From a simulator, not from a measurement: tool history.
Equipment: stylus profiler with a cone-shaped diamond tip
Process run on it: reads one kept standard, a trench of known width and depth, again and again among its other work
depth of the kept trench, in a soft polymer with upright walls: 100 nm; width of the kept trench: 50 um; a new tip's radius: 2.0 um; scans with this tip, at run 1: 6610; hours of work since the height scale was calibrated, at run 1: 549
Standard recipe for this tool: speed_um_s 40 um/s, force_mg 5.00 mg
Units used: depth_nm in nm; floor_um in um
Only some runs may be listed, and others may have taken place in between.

run	hour	speed_um_s	force_mg	scans with this tip	hours of work since the height scale was calibrated	depth_nm	floor_um
1	0.0	40	5.00	6610	549	102.41	48.25
2	13.4	38	5.00	6727	559	102.35	48.33
3	21.3	40	8.56	6796	564	103.33	48.28
4	35.3	40	8.56	6918	574	103.36	48.29
5	47.0	40	8.56	7020	583	103.34	48.27
6	59.7	40	8.56	7131	592	103.31	48.26
7	77.2	40	8.56	7284	605	103.35	48.26
8	88.8	111	5.00	7385	613	102.36	48.11
9	101.9	111	5.00	7499	623	102.43	48.11
10	114.6	111	5.00	7611	632	102.45	48.15
11	129.2	111	5.00	7738	642	102.40	48.15
12	145.0	111	12.58	7876	654	104.25	48.21
13	163.5	111	12.58	8037	667	104.26	48.22
14	172.7	40	5.00	8118	674	102.41	48.22
15	189.1	22	5.00	8261	686	102.44	48.24
16	202.2	22	5.00	8375	695	102.45	48.22
17	219.0	22	5.00	8522	708	102.45	48.23
18	228.3	40	13.36	8603	714	104.42	48.17
19	240.1	40	13.36	8706	723	104.46	48.14
20	253.1	40	13.36	8819	732	104.45	48.15
21	261.7	40	13.36	8894	738	104.42	48.16
22	276.9	40	6.96	9027	749	102.93	48.19
23	290.1	40	6.96	9142	759	102.99	48.16
24	308.9	13	11.01	9306	773	103.94	48.20
25	321.4	19	5.00	9416	782	102.46	48.17
26	333.5	44	1.72	9521	791	101.34	48.09
27	345.5	140	11.44	9625	799	104.02	48.08
28	354.4	40	9.63	9704	806	103.60	48.18
29	372.6	40	9.63	9862	819	103.63	48.16
30	380.8	15	5.61	9934	825	102.70	48.15
31	388.7	40	2.99	10003	831	101.87	48.09
32	403.3	11	14.39	10130	841	104.65	48.15
33	420.2	85	1.87	10278	853	101.46	48.00
34	439.3	45	3.88	10444	867	102.17	48.05
35	450.7	51	2.23	10544	875	101.55	48.03
36	469.4	138	5.50	10707	889	102.61	47.89
37	481.5	138	5.50	10813	898	102.61	47.95
38	497.9	138	5.50	10956	910	102.69	47.94
39	512.1	87	5.85	11080	920	102.78	47.96
40	527.7	87	3.28	11216	931	102.01	47.90
41	540.9	65	11.27	11331	941	104.06	47.99
42	557.0	20	2.76	11472	952	101.74	48.03
43	571.0	64	5.00	11594	963	102.54	47.93
44	583.7	98	5.76	11705	972	102.75	47.98
45	593.8	14	14.40	11792	979	104.76	48.04
46	603.0	10	6.34	11873	986	102.88	48.00

The same runs without the tool's hidden state, with the same run-to-run variation:
What the log doesn't record here: radius of the tip, um; height scale over the true one, %; drift of the gauge itself on depth_nm, %; drift of the gauge itself on floor_um, %.
run	depth_nm	floor_um
1	102.17	48.66
2	102.10	48.75
3	103.08	48.70
4	103.10	48.72
5	103.08	48.70
6	103.05	48.70
7	103.09	48.71
8	102.09	48.57
9	102.16	48.58
10	102.18	48.62
11	102.12	48.62
12	103.96	48.69
13	103.96	48.71
14	102.13	48.71
15	102.14	48.74
16	102.15	48.73
17	102.15	48.75
18	104.11	48.69
19	104.15	48.67
20	104.14	48.68
21	104.10	48.70
22	102.61	48.73
23	102.67	48.71
24	103.61	48.76
25	102.13	48.74
26	101.01	48.67
27	103.69	48.66
28	103.26	48.76
29	103.28	48.74
30	102.36	48.74
31	101.52	48.68
32	104.29	48.76
33	101.11	48.62
34	101.81	48.67
35	101.19	48.66
36	102.24	48.53
37	102.24	48.59
38	102.31	48.59
39	102.40	48.62
40	101.63	48.56
41	103.67	48.65
42	101.35	48.70
43	102.15	48.61
44	102.36	48.66
45	104.35	48.72
46	102.48	48.69
